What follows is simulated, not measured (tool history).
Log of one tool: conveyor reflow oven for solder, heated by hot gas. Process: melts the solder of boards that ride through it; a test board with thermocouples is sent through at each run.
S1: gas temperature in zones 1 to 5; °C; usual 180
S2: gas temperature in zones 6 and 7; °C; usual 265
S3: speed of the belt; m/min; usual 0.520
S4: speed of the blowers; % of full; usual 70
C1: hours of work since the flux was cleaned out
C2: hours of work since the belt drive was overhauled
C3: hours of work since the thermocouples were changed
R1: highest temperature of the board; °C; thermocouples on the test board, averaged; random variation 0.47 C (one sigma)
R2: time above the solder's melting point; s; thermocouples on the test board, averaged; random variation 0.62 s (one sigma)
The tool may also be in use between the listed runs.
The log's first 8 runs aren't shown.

run	hour	S1	S2	S3	S4	C1	C2	C3	R1	R2
# hour 373.6: flux residue cleaned out of gas plates and filters
9	373.6	180	265	0.520	70	0	234	131	250.0	60.7
10	435.6	180	265	0.520	56	48	281	178	244.8	55.2
11	463.5	180	265	0.520	61	69	303	200	247.2	58.1
12	505.2	180	265	0.533	70	101	335	232	248.0	57.6
13	564.3	180	265	0.533	70	146	380	277	247.6	56.6
14	619.2	180	265	0.533	70	188	422	319	247.8	57.1
15	661.5	180	265	0.533	70	221	454	352	247.1	57.0
16	701.5	180	265	0.533	70	251	485	382	248.7	57.4
17	748.9	180	261	0.520	70	288	521	419	245.6	56.2
18	797.9	184	265	0.520	74	325	559	456	249.7	64.0
19	842.6	179	263	0.620	63	360	593	491	240.0	38.6
# hour 868.5: thermocouples of zones 6 and 7 changed
20	894.9	179	263	0.620	63	398	632	20	239.2	38.7
# hour 945.4: flux residue cleaned out of gas plates and filters
21	955.5	179	279	0.620	63	8	674	63	252.1	49.9
22	986.1	180	260	0.520	69	31	698	86	245.0	55.2
23	1048.5	180	265	0.507	70	79	746	134	249.1	62.3
24	1074.6	180	265	0.507	70	99	766	154	249.7	60.9
25	1120.0	177	265	0.551	54	134	801	189	241.7	45.5
26	1153.5	177	255	0.587	54	160	826	215	231.6	30.9
27	1183.0	177	255	0.587	54	182	849	237	231.7	31.1
28	1245.5	181	265	0.457	70	230	897	285	252.9	72.5
29	1289.6	168	258	0.620	62	264	931	319	232.6	27.0
30	1342.6	168	258	0.567	63	305	971	360	235.0	36.2

3 ways to go on from here, each from the tool as it stands after run 30. What would each give?
A	1383.9	168	258	0.513	57	336	1003	391	?	?
B	1383.9	182	279	0.567	79	336	1003	391	?	?
C	1383.9	168	279	0.616	78	336	1003	391	?	?

run	R1	R2
A	236.9	42.6
B	259.5	62.6
C	253.5	48.3
Without the tool's hidden state the same runs would have given:
run	R1	R2
A	237.1	43.0
B	259.8	62.7
C	253.9	48.5
